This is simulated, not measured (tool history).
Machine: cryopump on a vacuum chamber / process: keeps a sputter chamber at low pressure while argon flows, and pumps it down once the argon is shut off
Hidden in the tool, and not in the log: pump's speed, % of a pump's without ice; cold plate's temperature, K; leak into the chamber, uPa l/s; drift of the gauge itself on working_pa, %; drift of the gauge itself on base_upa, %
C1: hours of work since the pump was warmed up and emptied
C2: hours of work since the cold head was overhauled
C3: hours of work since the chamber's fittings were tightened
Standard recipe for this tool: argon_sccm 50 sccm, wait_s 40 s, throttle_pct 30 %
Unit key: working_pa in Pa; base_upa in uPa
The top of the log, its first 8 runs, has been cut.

{"run": 9, "day": 4.212, "argon_sccm": 81, "wait_s": 40, "throttle_pct": 30, "C1": 290, "C2": 290, "C3": 290, "working_pa": 0.2047, "base_upa": 1.16}
{"run": 10, "day": 4.521, "argon_sccm": 81, "wait_s": 40, "throttle_pct": 30, "C1": 295, "C2": 295, "C3": 295, "working_pa": 0.2021, "base_upa": 1.13}
{"run": 11, "day": 5.058, "argon_sccm": 25, "wait_s": 40, "throttle_pct": 30, "C1": 305, "C2": 305, "C3": 305, "working_pa": 0.0631, "base_upa": 1.09}
{"run": 12, "day": 5.671, "argon_sccm": 29, "wait_s": 40, "throttle_pct": 30, "C1": 316, "C2": 316, "C3": 316, "working_pa": 0.0733, "base_upa": 1.16}
{"run": 13, "day": 6.192, "argon_sccm": 29, "wait_s": 40, "throttle_pct": 30, "C1": 325, "C2": 325, "C3": 325, "working_pa": 0.0733, "base_upa": 1.14}
{"run": 14, "day": 6.854, "argon_sccm": 29, "wait_s": 40, "throttle_pct": 30, "C1": 337, "C2": 337, "C3": 337, "working_pa": 0.073, "base_upa": 1.13}
{"run": 15, "day": 7.2, "argon_sccm": 29, "wait_s": 40, "throttle_pct": 30, "C1": 343, "C2": 343, "C3": 343, "working_pa": 0.0732, "base_upa": 1.11}
{"run": 16, "day": 7.6, "argon_sccm": 29, "wait_s": 40, "throttle_pct": 30, "C1": 350, "C2": 350, "C3": 350, "working_pa": 0.074, "base_upa": 1.09}
{"run": 17, "day": 8.121, "argon_sccm": 50, "wait_s": 40, "throttle_pct": 30, "C1": 360, "C2": 360, "C3": 360, "working_pa": 0.1264, "base_upa": 1.17}
{"run": 18, "day": 8.671, "argon_sccm": 50, "wait_s": 40, "throttle_pct": 30, "C1": 370, "C2": 370, "C3": 370, "working_pa": 0.1274, "base_upa": 1.19}
{"run": 19, "day": 9.3, "argon_sccm": 50, "wait_s": 240, "throttle_pct": 54, "C1": 381, "C2": 381, "C3": 381, "working_pa": 0.0733, "base_upa": 0.33}
{"run": 20, "day": 9.679, "argon_sccm": 57, "wait_s": 86, "throttle_pct": 17, "C1": 388, "C2": 388, "C3": 388, "working_pa": 0.2506, "base_upa": 0.66}
{"run": 21, "day": 10.154, "argon_sccm": 57, "wait_s": 86, "throttle_pct": 17, "C1": 396, "C2": 396, "C3": 396, "working_pa": 0.2505, "base_upa": 0.62}
{"run": 22, "day": 10.517, "argon_sccm": 57, "wait_s": 118, "throttle_pct": 40, "C1": 403, "C2": 403, "C3": 403, "working_pa": 0.1118, "base_upa": 0.56}
{"run": 23, "day": 11.196, "argon_sccm": 57, "wait_s": 118, "throttle_pct": 40, "C1": 415, "C2": 415, "C3": 415, "working_pa": 0.1118, "base_upa": 0.56}
{"run": 24, "day": 11.75, "argon_sccm": 57, "wait_s": 118, "throttle_pct": 40, "C1": 425, "C2": 425, "C3": 425, "working_pa": 0.1109, "base_upa": 0.55}
{"run": 25, "day": 12.462, "argon_sccm": 76, "wait_s": 165, "throttle_pct": 30, "C1": 437, "C2": 437, "C3": 437, "working_pa": 0.1941, "base_upa": 0.47}
{"run": 26, "day": 13.138, "argon_sccm": 50, "wait_s": 225, "throttle_pct": 30, "C1": 449, "C2": 449, "C3": 449, "working_pa": 0.1282, "base_upa": 0.45}
{"run": 27, "day": 13.646, "argon_sccm": 70, "wait_s": 22, "throttle_pct": 27, "C1": 459, "C2": 459, "C3": 459, "working_pa": 0.2003, "base_upa": 1.92}
{"run": 28, "day": 14.117, "argon_sccm": 70, "wait_s": 22, "throttle_pct": 27, "C1": 467, "C2": 467, "C3": 467, "working_pa": 0.199, "base_upa": 1.96}
{"run": 29, "day": 14.692, "argon_sccm": 43, "wait_s": 105, "throttle_pct": 27, "C1": 477, "C2": 477, "C3": 477, "working_pa": 0.1235, "base_upa": 0.6}
{"run": 30, "day": 15.021, "argon_sccm": 61, "wait_s": 105, "throttle_pct": 27, "C1": 483, "C2": 483, "C3": 483, "working_pa": 0.1733, "base_upa": 0.6}

Run 31 comes next. What will it give?
{"run": 31, "day": 15.638, "argon_sccm": 23, "wait_s": 205, "throttle_pct": 19, "C1": 494, "C2": 494, "C3": 494, "working_pa": "?", "base_upa": "?"}

working_pa: 0.0921 Pa
base_upa: 0.47 uPa
With no hidden state in the tool, this same run would have given working_pa 0.0881 Pa, base_upa 0.33 uPa.
